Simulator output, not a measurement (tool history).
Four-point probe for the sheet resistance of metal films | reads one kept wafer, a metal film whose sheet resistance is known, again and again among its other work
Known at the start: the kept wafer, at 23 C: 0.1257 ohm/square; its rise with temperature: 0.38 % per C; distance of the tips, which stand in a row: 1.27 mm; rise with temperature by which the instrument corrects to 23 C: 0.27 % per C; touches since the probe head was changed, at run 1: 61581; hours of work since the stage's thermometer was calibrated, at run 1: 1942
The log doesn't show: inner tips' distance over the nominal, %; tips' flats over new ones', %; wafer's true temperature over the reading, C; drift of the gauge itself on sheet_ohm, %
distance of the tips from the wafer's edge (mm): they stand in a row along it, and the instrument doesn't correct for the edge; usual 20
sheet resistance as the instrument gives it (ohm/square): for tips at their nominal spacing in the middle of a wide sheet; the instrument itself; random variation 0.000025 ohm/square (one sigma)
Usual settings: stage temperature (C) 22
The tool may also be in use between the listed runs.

run,hour,stage temperature (C),distance of the tips from the wafer's edge (mm),touches since the probe head was changed,hours of work since the stage's thermometer was calibrated,sheet resistance as the instrument gives it (ohm/square)
1,0,22,20,61581,1942,0.125903
2,31.6,22,24,62875,1963,0.125883
3,57.4,22,24,63929,1980,0.125836
4,74,22,24,64607,1991,0.125846
5,90.7,22,24,65290,2002,0.125872
6,116,22,24,66322,2019,0.125868
7,153.9,22,20,67873,2044,0.12597
8,190.5,22,20,69368,2069,0.126019
9,217.8,22,20,70485,2087,0.125921
10,250.7,22,20,71832,2109,0.125973
# hour 254.8: stage's thermometer calibrated
11,280.5,22,29,73031,17,0.125789
12,319.8,22,29,74635,43,0.125804
# hour 322.7: stage's thermometer calibrated, once more
13,344.5,22,29,75627,15,0.126214
14,366.4,22,20,76520,29,0.126372
15,397,22,20,77772,50,0.126369
16,418.5,22,20,78649,64,0.12641
17,455.4,35,20,80159,88,0.128214
18,486.8,22,20,81443,109,0.126395
19,521.4,22,20,82860,132,0.12636
20,555.4,22,20,84249,155,0.126416
21,587.2,24,6,85551,176,0.129341
22,622,34,48,86973,199,0.127862
23,656,34,48,88360,222,0.127874
24,686.3,31,32,89599,242,0.127509
25,705.9,31,32,90403,255,0.127541
26,727.3,32,16,91276,270,0.127997
27,759,32,16,92572,291,0.128008
28,776.6,32,16,93293,302,0.128037
29,810.5,29,19,94679,325,0.127425
30,832.8,19,4,95592,340,0.132195
31,849.9,19,4,96291,351,0.132161
32,875.9,19,4,97355,369,0.132171
33,913,34,9,98869,393,0.129228
34,935.5,31,49,99789,408,0.12754
35,954,24,6,100546,421,0.129425
36,987.1,34,22,101901,443,0.128113
37,1016.6,23,73,103107,462,0.12638
38,1049.5,19,16,104449,484,0.126186
39,1077.4,19,16,105590,503,0.12623

Hidden state at the last listed run before each entry between runs and at the first one after, where it differs:
Between runs 10 and 11: stage's thermometer calibrated (hour 254.8)
  inner tips' distance over the nominal, %: 0.326 -> 0.331; tips' flats over new ones', %: 37 -> 38; wafer's true temperature over the reading, C: -0.61 -> -0.7
  measured less the result without the state, sheet resistance as the instrument gives it (ohm/square): +0.000147 -> +0.000112
Between runs 12 and 13: stage's thermometer calibrated, once more (hour 322.7)
  inner tips' distance over the nominal, %: 0.338 -> 0.342; tips' flats over new ones', %: 38 -> 39; wafer's true temperature over the reading, C: -0.71 -> 0.16
  measured less the result without the state, sheet resistance as the instrument gives it (ohm/square): +0.000117 -> +0.000545
